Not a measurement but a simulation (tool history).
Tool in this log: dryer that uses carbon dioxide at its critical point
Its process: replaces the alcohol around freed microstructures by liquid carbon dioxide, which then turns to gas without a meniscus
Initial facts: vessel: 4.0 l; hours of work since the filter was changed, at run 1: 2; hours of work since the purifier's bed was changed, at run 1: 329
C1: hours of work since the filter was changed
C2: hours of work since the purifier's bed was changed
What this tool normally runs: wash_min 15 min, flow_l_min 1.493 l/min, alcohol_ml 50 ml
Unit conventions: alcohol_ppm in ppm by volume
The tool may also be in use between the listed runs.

run 1 day=0 | wash_min=15 flow_l_min=1.493 alcohol_ml=50 | C1=2 C2=329 | alcohol_ppm=127
run 2 day=2.833 | wash_min=15 flow_l_min=1.493 alcohol_ml=50 | C1=51 C2=378 | alcohol_ppm=152
run 3 day=5.438 | wash_min=15 flow_l_min=1.493 alcohol_ml=95 | C1=97 C2=424 | alcohol_ppm=271
run 4 day=6.746 | wash_min=15 flow_l_min=1.493 alcohol_ml=95 | C1=119 C2=446 | alcohol_ppm=285
run 5 day=8.138 | wash_min=15 flow_l_min=1.493 alcohol_ml=95 | C1=144 C2=471 | alcohol_ppm=311
run 6 day=9.638 | wash_min=15 flow_l_min=1.493 alcohol_ml=95 | C1=170 C2=497 | alcohol_ppm=330
run 7 day=12.017 | wash_min=15 flow_l_min=1.493 alcohol_ml=95 | C1=211 C2=538 | alcohol_ppm=365
run 8 day=14.45 | wash_min=15 flow_l_min=1.493 alcohol_ml=95 | C1=253 C2=580 | alcohol_ppm=410
-- day=16.292 purifier's bed changed
run 9 day=16.292 | wash_min=9 flow_l_min=2.02 alcohol_ml=35 | C1=283 C2=0 | alcohol_ppm=299
-- day=16.796 inlet filter changed
run 10 day=17.962 | wash_min=9 flow_l_min=1.14 alcohol_ml=89 | C1=20 C2=28 | alcohol_ppm=2226
run 11 day=20.633 | wash_min=9 flow_l_min=1.14 alcohol_ml=89 | C1=67 C2=75 | alcohol_ppm=2379
run 12 day=22.45 | wash_min=15 flow_l_min=1.493 alcohol_ml=64 | C1=98 C2=106 | alcohol_ppm=168
run 13 day=24.796 | wash_min=19 flow_l_min=0.92 alcohol_ml=50 | C1=139 C2=147 | alcohol_ppm=338
run 14 day=26.808 | wash_min=19 flow_l_min=0.92 alcohol_ml=50 | C1=174 C2=182 | alcohol_ppm=367
run 15 day=28.129 | wash_min=18 flow_l_min=0.91 alcohol_ml=40 | C1=197 C2=205 | alcohol_ppm=395
run 16 day=29.421 | wash_min=18 flow_l_min=1.07 alcohol_ml=29 | C1=220 C2=228 | alcohol_ppm=186

Here are 5 independent what-if runs from the current tool condition. What would each one return?
run A day=30.958 | wash_min=14 flow_l_min=1.07 alcohol_ml=81 | C1=246 C2=254 | alcohol_ppm=?
run B day=30.958 | wash_min=19 flow_l_min=1.87 alcohol_ml=74 | C1=246 C2=254 | alcohol_ppm=?
run C day=30.958 | wash_min=18 flow_l_min=2.3 alcohol_ml=96 | C1=246 C2=254 | alcohol_ppm=?
run D day=30.958 | wash_min=22 flow_l_min=2.47 alcohol_ml=22 | C1=246 C2=254 | alcohol_ppm=?
run E day=30.958 | wash_min=9 flow_l_min=1.493 alcohol_ml=27 | C1=246 C2=254 | alcohol_ppm=?

run=A alcohol_ppm=1104
run=B alcohol_ppm=53
run=C alcohol_ppm=48
run=D alcohol_ppm=33
run=E alcohol_ppm=532
Without the tool's unlogged condition, the same runs would have read:
run=A alcohol_ppm=651
run=B alcohol_ppm=3
run=C alcohol_ppm=6
run=D alcohol_ppm=0
run=E alcohol_ppm=324
